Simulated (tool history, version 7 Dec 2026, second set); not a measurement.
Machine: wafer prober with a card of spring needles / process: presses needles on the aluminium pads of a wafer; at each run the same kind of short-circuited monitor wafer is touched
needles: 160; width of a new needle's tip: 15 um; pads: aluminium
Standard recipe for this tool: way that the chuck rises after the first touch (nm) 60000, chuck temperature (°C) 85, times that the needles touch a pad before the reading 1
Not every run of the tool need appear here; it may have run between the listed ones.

run	hour	way that the chuck rises after the first touch (nm)	chuck temperature (°C)	times that the needles touch a pad before the reading	resistance of one needle with its contact and lead (mohm)	way that a needle slides on the pad (nm)
1	0.0	60000	85	1	198	14260
2	17.2	60000	85	1	247	14270
3	26.6	60000	85	1	199	14150
4	41.9	60000	85	1	228	14200
5	57.3	60000	85	1	253	14440
6	65.9	60000	85	2	240	14530
7	78.3	60000	85	2	235	14390
8	92.1	60000	85	2	191	14480
9	103.6	60000	85	2	235	14510
10	120.5	60000	85	2	199	14410
11	133.5	60000	75	1	214	14330
12	148.2	60000	75	1	243	14330
13	158.8	60000	75	1	211	14430
14	170.6	60000	85	1	195	14280
15	178.7	60000	113	1	224	14430
16	196.0	60000	113	1	275	14190
17	211.9	79000	38	2	186	18880
18	227.5	46000	38	2	260	10760
19	243.0	46000	38	2	193	10860
20	259.9	60000	74	3	211	14230
21	274.2	60000	74	3	217	14110
22	286.9	60000	104	2	228	14570
23	301.4	66000	56	3	207	15920
24	318.3	64000	64	2	194	15380
25	331.3	64000	64	1	213	15340
26	345.1	64000	64	1	237	15380
27	361.6	45000	84	1	202	10810
28	375.7	60000	73	1	216	14230
29	392.5	43000	83	1	349	10140
30	408.4	52000	29	2	201	12320
31	418.1	52000	29	2	251	12340

Removed from this log: 65 entries logged between the listed runs. Between which two listed runs does each belong, and how does the tool's hidden state at the listed run before it compare with that at the listed run after it?
After run 1, before run 2: tips cleaned on abrasive film (hour 6.9); tips cleaned on abrasive film (hour 13.7)
  debris on the tips, nm: 10 -> 58.5; way that the needles fall short of the set height, um: 1.23 -> 1.32; tips' diameter, um: 15.43 -> 15.46
  difference, measured minus the result without the unlogged condition, resistance of one needle with its contact and lead (mohm): +11 -> +60; way that a needle slides on the pad (nm): -290 -> -320
After run 2, before run 3: tips cleaned on abrasive film (hour 20.2); tips cleaned on abrasive film (hour 26.1)
  debris on the tips, nm: 58.5 -> 14.1; way that the needles fall short of the set height, um: 1.32 -> 1.42; tips' diameter, um: 15.46 -> 15.5
  difference, measured minus the result without the unlogged condition, resistance of one needle with its contact and lead (mohm): +60 -> +15; way that a needle slides on the pad (nm): -320 -> -340
After run 3, before run 4: tips cleaned on abrasive film (hour 33.2); tips cleaned on abrasive film (hour 40.1)
  debris on the tips, nm: 14.1 -> 40.6; way that the needles fall short of the set height, um: 1.42 -> 1.53; tips' diameter, um: 15.5 -> 15.53
  difference, measured minus the result without the unlogged condition, resistance of one needle with its contact and lead (mohm): +15 -> +42; way that a needle slides on the pad (nm): -340 -> -370
After run 4, before run 5: tips cleaned on abrasive film (hour 46.6); tips cleaned on abrasive film (hour 53.7); height of the first contact set anew (hour 57.3)
  debris on the tips, nm: 40.6 -> 65.9; way that the needles fall short of the set height, um: 1.53 -> 0; tips' diameter, um: 15.53 -> 15.57
  difference, measured minus the result without the unlogged condition, resistance of one needle with its contact and lead (mohm): +42 -> +65; way that a needle slides on the pad (nm): -370 -> +0
After run 5, before run 6: tips cleaned on abrasive film (hour 60.4)
  debris on the tips, nm: 65.9 -> 90.5; way that the needles fall short of the set height, um: 0 -> 0.04; tips' diameter, um: 15.57 -> 15.58
  difference, measured minus the result without the unlogged condition, resistance of one needle with its contact and lead (mohm): +65 -> +53; way that a needle slides on the pad (nm): +0 -> -10
After run 6, before run 7: tips cleaned on abrasive film (hour 66.9); tips cleaned on abrasive film (hour 73.4)
  debris on the tips, nm: 90.5 -> 83.6; way that the needles fall short of the set height, um: 0.04 -> 0.14; tips' diameter, um: 15.58 -> 15.61
  difference, measured minus the result without the unlogged condition, resistance of one needle with its contact and lead (mohm): +53 -> +49; way that a needle slides on the pad (nm): -10 -> -40
After run 7, before run 8: tips cleaned on abrasive film (hour 79.6); tips cleaned on abrasive film (hour 85.6); tips cleaned on abrasive film (hour 92.1)
  debris on the tips, nm: 83.6 -> 7.3; way that the needles fall short of the set height, um: 0.14 -> 0.28; tips' diameter, um: 15.61 -> 15.66
  difference, measured minus the result without the unlogged condition, resistance of one needle with its contact and lead (mohm): +49 -> +5; way that a needle slides on the pad (nm): -40 -> -70
After run 8, before run 9: tips cleaned on abrasive film (hour 98.8)
  debris on the tips, nm: 7.3 -> 80.8; way that the needles fall short of the set height, um: 0.28 -> 0.32; tips' diameter, um: 15.66 -> 15.68
  difference, measured minus the result without the unlogged condition, resistance of one needle with its contact and lead (mohm): +5 -> +49; way that a needle slides on the pad (nm): -70 -> -80
After run 9, before run 10: tips cleaned on abrasive film (hour 105.7); tips cleaned on abrasive film (hour 112.8); tips cleaned on abrasive film (hour 120.1)
  debris on the tips, nm: 80.8 -> 16; way that the needles fall short of the set height, um: 0.32 -> 0.46; tips' diameter, um: 15.68 -> 15.73
  difference, measured minus the result without the unlogged condition, resistance of one needle with its contact and lead (mohm): +49 -> +11; way that a needle slides on the pad (nm): -80 -> -110
After run 10, before run 11: tips cleaned on abrasive film (hour 126.1); tips cleaned on abrasive film (hour 132.3)
  debris on the tips, nm: 16 -> 31.1; way that the needles fall short of the set height, um: 0.46 -> 0.56; tips' diameter, um: 15.73 -> 15.76
  difference, measured minus the result without the unlogged condition, resistance of one needle with its contact and lead (mohm): +11 -> +32; way that a needle slides on the pad (nm): -110 -> -130
After run 11, before run 12: tips cleaned on abrasive film (hour 138.6); tips cleaned on abrasive film (hour 144.8)
  debris on the tips, nm: 31.1 -> 58.5; way that the needles fall short of the set height, um: 0.56 -> 0.66; tips' diameter, um: 15.76 -> 15.8
  difference, measured minus the result without the unlogged condition, resistance of one needle with its contact and lead (mohm): +32 -> +60; way that a needle slides on the pad (nm): -130 -> -160
After run 12, before run 13: tips cleaned on abrasive film (hour 151.7); tips cleaned on abrasive film (hour 158.2)
  debris on the tips, nm: 58.5 -> 20.7; way that the needles fall short of the set height, um: 0.66 -> 0.76; tips' diameter, um: 15.8 -> 15.83
  difference, measured minus the result without the unlogged condition, resistance of one needle with its contact and lead (mohm): +60 -> +23; way that a needle slides on the pad (nm): -160 -> -190
After run 13, before run 14: tips cleaned on abrasive film (hour 164.4); tips cleaned on abrasive film (hour 170.6)
  debris on the tips, nm: 20.7 -> 5.9; way that the needles fall short of the set height, um: 0.76 -> 0.87; tips' diameter, um: 15.83 -> 15.87
  difference, measured minus the result without the unlogged condition, resistance of one needle with its contact and lead (mohm): +23 -> +7; way that a needle slides on the pad (nm): -190 -> -210
After run 14, before run 15: tips cleaned on abrasive film (hour 177.2)
  debris on the tips, nm: 5.9 -> 33.1; way that the needles fall short of the set height, um: 0.87 -> 0.93; tips' diameter, um: 15.87 -> 15.89
  difference, measured minus the result without the unlogged condition, resistance of one needle with its contact and lead (mohm): +7 -> +33; way that a needle slides on the pad (nm): -210 -> -220
After run 15, before run 16: tips cleaned on abrasive film (hour 184.3); tips cleaned on abrasive film (hour 191.4)
  debris on the tips, nm: 33.1 -> 84.2; way that the needles fall short of the set height, um: 0.93 -> 1.04; tips' diameter, um: 15.89 -> 15.93
  difference, measured minus the result without the unlogged condition, resistance of one needle with its contact and lead (mohm): +33 -> +83; way that a needle slides on the pad (nm): -220 -> -250
After run 16, before run 17: tips cleaned on abrasive film (hour 197.3); tips cleaned on abrasive film (hour 203.5); tips cleaned on abrasive film (hour 210.3)
  debris on the tips, nm: 84.2 -> 30; way that the needles fall short of the set height, um: 1.04 -> 1.19; tips' diameter, um: 15.93 -> 15.98
  difference, measured minus the result without the unlogged condition, resistance of one needle with its contact and lead (mohm): +83 -> +13; way that a needle slides on the pad (nm): -250 -> -290
After run 17, before run 18: tips cleaned on abrasive film (hour 216.2); tips cleaned on abrasive film (hour 223.2)
  debris on the tips, nm: 30 -> 74.1; way that the needles fall short of the set height, um: 1.19 -> 1.3; tips' diameter, um: 15.98 -> 16.02
  difference, measured minus the result without the unlogged condition, resistance of one needle with its contact and lead (mohm): +13 -> +81; way that a needle slides on the pad (nm): -290 -> -310
After run 18, before run 19: tips cleaned on abrasive film (hour 229.8); tips cleaned on abrasive film (hour 236.8); tips cleaned on abrasive film (hour 243.0)
  debris on the tips, nm: 74.1 -> 6.5; way that the needles fall short of the set height, um: 1.3 -> 1.43; tips' diameter, um: 16.02 -> 16.07
  difference, measured minus the result without the unlogged condition, resistance of one needle with its contact and lead (mohm): +81 -> +10; way that a needle slides on the pad (nm): -310 -> -350
After run 19, before run 20: tips cleaned on abrasive film (hour 249.2); tips cleaned on abrasive film (hour 256.6)
  debris on the tips, nm: 6.5 -> 63.6; way that the needles fall short of the set height, um: 1.43 -> 1.51; tips' diameter, um: 16.07 -> 16.1
  difference, measured minus the result without the unlogged condition, resistance of one needle with its contact and lead (mohm): +10 -> +26; way that a needle slides on the pad (nm): -350 -> -360
After run 20, before run 21: tips cleaned on abrasive film (hour 262.6); tips cleaned on abrasive film (hour 269.7)
  debris on the tips, nm: 63.6 -> 84.9; way that the needles fall short of the set height, um: 1.51 -> 1.63; tips' diameter, um: 16.1 -> 16.14
  difference, measured minus the result without the unlogged condition, resistance of one needle with its contact and lead (mohm): +26 -> +34; way that a needle slides on the pad (nm): -360 -> -390
After run 21, before run 22: tips cleaned on abrasive film (hour 276.4); height of the first contact set anew (hour 278.0); tips cleaned on abrasive film (hour 284.0)
  debris on the tips, nm: 84.9 -> 60.7; way that the needles fall short of the set height, um: 1.63 -> 0.04; tips' diameter, um: 16.14 -> 16.17
  difference, measured minus the result without the unlogged condition, resistance of one needle with its contact and lead (mohm): +34 -> +38; way that a needle slides on the pad (nm): -390 -> -10
After run 22, before run 23: tips cleaned on abrasive film (hour 290.8); tips cleaned on abrasive film (hour 297.4)
  debris on the tips, nm: 60.7 -> 70.2; way that the needles fall short of the set height, um: 0.04 -> 0.14; tips' diameter, um: 16.17 -> 16.21
  difference, measured minus the result without the unlogged condition, resistance of one needle with its contact and lead (mohm): +38 -> +25; way that a needle slides on the pad (nm): -10 -> -40
After run 23, before run 24: tips cleaned on abrasive film (hour 303.9); tips cleaned on abrasive film (hour 311.0); tips cleaned on abrasive film (hour 317.4)
  debris on the tips, nm: 70.2 -> 20.1; way that the needles fall short of the set height, um: 0.14 -> 0.28; tips' diameter, um: 16.21 -> 16.26
  difference, measured minus the result without the unlogged condition, resistance of one needle with its contact and lead (mohm): +25 -> +13; way that a needle slides on the pad (nm): -40 -> -70
After run 24, before run 25: tips cleaned on abrasive film (hour 323.8); tips cleaned on abrasive film (hour 329.8)
  debris on the tips, nm: 20.1 -> 31.7; way that the needles fall short of the set height, um: 0.28 -> 0.4; tips' diameter, um: 16.26 -> 16.3
  difference, measured minus the result without the unlogged condition, resistance of one needle with its contact and lead (mohm): +13 -> +32; way that a needle slides on the pad (nm): -70 -> -100
After run 25, before run 26: tips cleaned on abrasive film (hour 336.1); tips cleaned on abrasive film (hour 342.2)
  debris on the tips, nm: 31.7 -> 56.8; way that the needles fall short of the set height, um: 0.4 -> 0.48; tips' diameter, um: 16.3 -> 16.33
  difference, measured minus the result without the unlogged condition, resistance of one needle with its contact and lead (mohm): +32 -> +56; way that a needle slides on the pad (nm): -100 -> -110
After run 26, before run 27: tips cleaned on abrasive film (hour 348.2); tips cleaned on abrasive film (hour 355.0); tips cleaned on abrasive film (hour 361.6)
  debris on the tips, nm: 56.8 -> 4.4; way that the needles fall short of the set height, um: 0.48 -> 0.63; tips' diameter, um: 16.33 -> 16.38
  difference, measured minus the result without the unlogged condition, resistance of one needle with its contact and lead (mohm): +56 -> +10; way that a needle slides on the pad (nm): -110 -> -150
After run 27, before run 28: tips cleaned on abrasive film (hour 367.7); tips cleaned on abrasive film (hour 374.9)
  debris on the tips, nm: 4.4 -> 25.5; way that the needles fall short of the set height, um: 0.63 -> 0.73; tips' diameter, um: 16.38 -> 16.41
  difference, measured minus the result without the unlogged condition, resistance of one needle with its contact and lead (mohm): +10 -> +30; way that a needle slides on the pad (nm): -150 -> -170
After run 28, before run 29: tips cleaned on abrasive film (hour 380.9); tips cleaned on abrasive film (hour 387.4)
  debris on the tips, nm: 25.5 -> 79.9; way that the needles fall short of the set height, um: 0.73 -> 0.84; tips' diameter, um: 16.41 -> 16.45
  difference, measured minus the result without the unlogged condition, resistance of one needle with its contact and lead (mohm): +30 -> +155; way that a needle slides on the pad (nm): -170 -> -200
After run 29, before run 30: tips cleaned on abrasive film (hour 394.7); tips cleaned on abrasive film (hour 401.3); tips cleaned on abrasive film (hour 407.4)
  debris on the tips, nm: 79.9 -> 23.7; way that the needles fall short of the set height, um: 0.84 -> 0.98; tips' diameter, um: 16.45 -> 16.5
  difference, measured minus the result without the unlogged condition, resistance of one needle with its contact and lead (mohm): +155 -> +23; way that a needle slides on the pad (nm): -200 -> -240
After run 30, before run 31: tips cleaned on abrasive film (hour 413.6)
  debris on the tips, nm: 23.7 -> 76.6; way that the needles fall short of the set height, um: 0.98 -> 1.04; tips' diameter, um: 16.5 -> 16.52
  difference, measured minus the result without the unlogged condition, resistance of one needle with its contact and lead (mohm): +23 -> +72; way that a needle slides on the pad (nm): -240 -> -250

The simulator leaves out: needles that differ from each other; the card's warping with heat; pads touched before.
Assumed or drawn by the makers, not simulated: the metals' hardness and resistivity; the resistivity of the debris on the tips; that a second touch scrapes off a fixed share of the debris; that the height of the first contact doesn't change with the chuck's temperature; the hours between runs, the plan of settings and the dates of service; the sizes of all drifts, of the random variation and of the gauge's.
